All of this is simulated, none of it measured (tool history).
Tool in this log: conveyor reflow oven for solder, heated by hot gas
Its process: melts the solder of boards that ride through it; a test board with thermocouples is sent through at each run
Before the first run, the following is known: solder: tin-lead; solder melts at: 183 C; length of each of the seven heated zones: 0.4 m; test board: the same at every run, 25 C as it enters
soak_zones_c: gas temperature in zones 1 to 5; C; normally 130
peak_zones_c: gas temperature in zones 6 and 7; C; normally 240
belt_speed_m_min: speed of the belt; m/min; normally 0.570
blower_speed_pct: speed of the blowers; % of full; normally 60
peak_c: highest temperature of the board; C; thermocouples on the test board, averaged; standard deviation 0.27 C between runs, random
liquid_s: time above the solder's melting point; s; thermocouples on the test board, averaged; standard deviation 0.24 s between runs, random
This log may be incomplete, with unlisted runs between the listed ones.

{"run": 1, "day": 0.0, "soak_zones_c": 130, "peak_zones_c": 240, "belt_speed_m_min": 0.57, "blower_speed_pct": 60, "peak_c": 222.3, "liquid_s": 65.4}
{"run": 2, "day": 1.254, "soak_zones_c": 130, "peak_zones_c": 240, "belt_speed_m_min": 0.57, "blower_speed_pct": 60, "peak_c": 222.8, "liquid_s": 65.0}
{"run": 3, "day": 3.162, "soak_zones_c": 130, "peak_zones_c": 240, "belt_speed_m_min": 0.57, "blower_speed_pct": 60, "peak_c": 222.1, "liquid_s": 65.0}
{"run": 4, "day": 4.612, "soak_zones_c": 130, "peak_zones_c": 240, "belt_speed_m_min": 0.57, "blower_speed_pct": 60, "peak_c": 221.3, "liquid_s": 64.6}
{"run": 5, "day": 5.462, "soak_zones_c": 130, "peak_zones_c": 240, "belt_speed_m_min": 0.5, "blower_speed_pct": 60, "peak_c": 226.0, "liquid_s": 77.8}
{"run": 6, "day": 7.096, "soak_zones_c": 130, "peak_zones_c": 240, "belt_speed_m_min": 0.5, "blower_speed_pct": 60, "peak_c": 225.9, "liquid_s": 77.4}
{"run": 7, "day": 8.162, "soak_zones_c": 130, "peak_zones_c": 240, "belt_speed_m_min": 0.5, "blower_speed_pct": 60, "peak_c": 225.3, "liquid_s": 78.2}
{"run": 8, "day": 8.962, "soak_zones_c": 130, "peak_zones_c": 240, "belt_speed_m_min": 0.57, "blower_speed_pct": 60, "peak_c": 221.7, "liquid_s": 64.0}
{"run": 9, "day": 10.467, "soak_zones_c": 130, "peak_zones_c": 240, "belt_speed_m_min": 0.57, "blower_speed_pct": 60, "peak_c": 220.6, "liquid_s": 64.4}
{"day": 10.875, "done": "thermocouples of zones 6 and 7 changed"}
{"run": 10, "day": 12.0, "soak_zones_c": 130, "peak_zones_c": 240, "belt_speed_m_min": 0.57, "blower_speed_pct": 60, "peak_c": 222.0, "liquid_s": 65.4}
{"run": 11, "day": 13.633, "soak_zones_c": 130, "peak_zones_c": 240, "belt_speed_m_min": 0.57, "blower_speed_pct": 60, "peak_c": 222.3, "liquid_s": 64.9}
{"run": 12, "day": 15.142, "soak_zones_c": 130, "peak_zones_c": 240, "belt_speed_m_min": 0.628, "blower_speed_pct": 74, "peak_c": 221.9, "liquid_s": 58.9}
{"run": 13, "day": 16.738, "soak_zones_c": 130, "peak_zones_c": 240, "belt_speed_m_min": 0.628, "blower_speed_pct": 74, "peak_c": 221.9, "liquid_s": 58.8}
{"run": 14, "day": 18.275, "soak_zones_c": 130, "peak_zones_c": 240, "belt_speed_m_min": 0.637, "blower_speed_pct": 74, "peak_c": 220.9, "liquid_s": 57.5}
{"run": 15, "day": 19.083, "soak_zones_c": 143, "peak_zones_c": 240, "belt_speed_m_min": 0.591, "blower_speed_pct": 74, "peak_c": 225.7, "liquid_s": 70.5}
{"run": 16, "day": 20.675, "soak_zones_c": 143, "peak_zones_c": 240, "belt_speed_m_min": 0.591, "blower_speed_pct": 74, "peak_c": 225.4, "liquid_s": 69.8}
{"run": 17, "day": 22.15, "soak_zones_c": 143, "peak_zones_c": 240, "belt_speed_m_min": 0.591, "blower_speed_pct": 74, "peak_c": 225.3, "liquid_s": 70.1}
{"run": 18, "day": 23.15, "soak_zones_c": 130, "peak_zones_c": 241, "belt_speed_m_min": 0.64, "blower_speed_pct": 79, "peak_c": 222.0, "liquid_s": 57.8}
{"run": 19, "day": 24.346, "soak_zones_c": 129, "peak_zones_c": 241, "belt_speed_m_min": 0.64, "blower_speed_pct": 79, "peak_c": 221.7, "liquid_s": 57.4}
{"run": 20, "day": 25.658, "soak_zones_c": 121, "peak_zones_c": 254, "belt_speed_m_min": 0.608, "blower_speed_pct": 63, "peak_c": 229.3, "liquid_s": 63.4}
{"run": 21, "day": 27.238, "soak_zones_c": 121, "peak_zones_c": 254, "belt_speed_m_min": 0.608, "blower_speed_pct": 63, "peak_c": 229.8, "liquid_s": 63.4}

Branching from run 21: 3 alternative next runs. What would each branch give?
{"run": "A", "day": 28.971, "soak_zones_c": 128, "peak_zones_c": 238, "belt_speed_m_min": 0.608, "blower_speed_pct": 90, "peak_c": "?", "liquid_s": "?"}
{"run": "B", "day": 28.971, "soak_zones_c": 121, "peak_zones_c": 229, "belt_speed_m_min": 0.608, "blower_speed_pct": 63, "peak_c": "?", "liquid_s": "?"}
{"run": "C", "day": 28.971, "soak_zones_c": 121, "peak_zones_c": 242, "belt_speed_m_min": 0.676, "blower_speed_pct": 63, "peak_c": "?", "liquid_s": "?"}

run=A peak_c=222.2 liquid_s=60.9
run=B peak_c=207.3 liquid_s=44.4
run=C peak_c=213.6 liquid_s=45.1
With no hidden state in the tool, these same runs would have given:
run=A peak_c=226.4 liquid_s=63.1
run=B peak_c=211.0 liquid_s=48.2
run=C peak_c=217.9 liquid_s=48.2
